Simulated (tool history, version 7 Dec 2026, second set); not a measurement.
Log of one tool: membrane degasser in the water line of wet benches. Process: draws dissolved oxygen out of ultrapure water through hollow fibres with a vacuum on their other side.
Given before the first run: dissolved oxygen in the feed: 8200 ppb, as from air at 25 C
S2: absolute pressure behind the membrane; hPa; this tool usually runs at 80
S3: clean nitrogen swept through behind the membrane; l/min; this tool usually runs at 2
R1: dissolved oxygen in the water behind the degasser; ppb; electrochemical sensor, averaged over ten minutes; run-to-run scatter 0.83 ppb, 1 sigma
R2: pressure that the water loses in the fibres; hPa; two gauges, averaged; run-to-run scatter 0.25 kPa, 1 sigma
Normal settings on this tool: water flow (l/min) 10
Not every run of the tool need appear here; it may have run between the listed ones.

Run 1, hour 0: usual settings. Result: R1 82.3 ppb, R2 687.6 hPa.
Run 2, hour 109.5: usual settings. Result: R1 82.8 ppb, R2 691.6 hPa.
Run 3, hour 203.1: usual settings but S2 72.6 hPa. Result: R1 74.9 ppb, R2 685.6 hPa.
Run 4, hour 300.4: usual settings but S2 72.6 hPa. Result: R1 73.7 ppb, R2 691 hPa.
Run 5, hour 350.1: usual settings but S2 72.6 hPa. Result: R1 74.4 ppb, R2 689.9 hPa.
At hour 355.4: vacuum gauge calibrated.
Run 6, hour 410: usual settings but S2 86.5 hPa. Result: R1 92.2 ppb, R2 689.7 hPa.
Run 7, hour 455.9: usual settings but S2 86.5 hPa. Result: R1 92.9 ppb, R2 689.6 hPa.
Run 8, hour 519.2: usual settings but S2 86.5 hPa. Result: R1 93.1 ppb, R2 691.2 hPa.
At hour 583.2: vacuum gauge calibrated, once more.
Run 9, hour 617.1: usual settings but S2 88 hPa, S3 0.83 l/min. Result: R1 180.2 ppb, R2 692.6 hPa.
Run 10, hour 727.3: usual settings but water flow (l/min) 9, S2 111 hPa, S3 1.64 l/min. Result: R1 122.1 ppb, R2 624.6 hPa.
Run 11, hour 830.4: usual settings but water flow (l/min) 9, S2 111 hPa, S3 1.64 l/min. Result: R1 120.2 ppb, R2 622.9 hPa.
Run 12, hour 918.8: usual settings but water flow (l/min) 14, S2 189.7 hPa, S3 0.86 l/min. Result: R1 635 ppb, R2 973.1 hPa.
Run 13, hour 1023.9: usual settings but water flow (l/min) 9, S3 5.43 l/min. Result: R1 34.5 ppb, R2 628.4 hPa.

4 ways to go on from here, each from the tool as it stands after run 13. What would each give?
Run A, hour 1100.6: usual settings but water flow (l/min) 12, S2 180.2 hPa, S3 5.43 l/min. Result: R1 ?, R2 ?.
Run B, hour 1100.6: usual settings but water flow (l/min) 8, S3 1.88 l/min. Result: R1 ?, R2 ?.
Run C, hour 1100.6: usual settings but water flow (l/min) 11, S3 5.43 l/min. Result: R1 ?, R2 ?.
Run D, hour 1100.6: usual settings but water flow (l/min) 9, S2 79.6 hPa, S3 5.43 l/min. Result: R1 ?, R2 ?.

run     R1     R2
  A  133.5  833.9
  B   59.2  555.6
  C   59.8  765.4
  D   34.3  624.9
What these runs would have given with no unlogged condition in the tool:
run     R1     R2
  A  123.9  807.9
  B   55.5  538.2
  C   53.3  741.6
  D   30.9  605.4
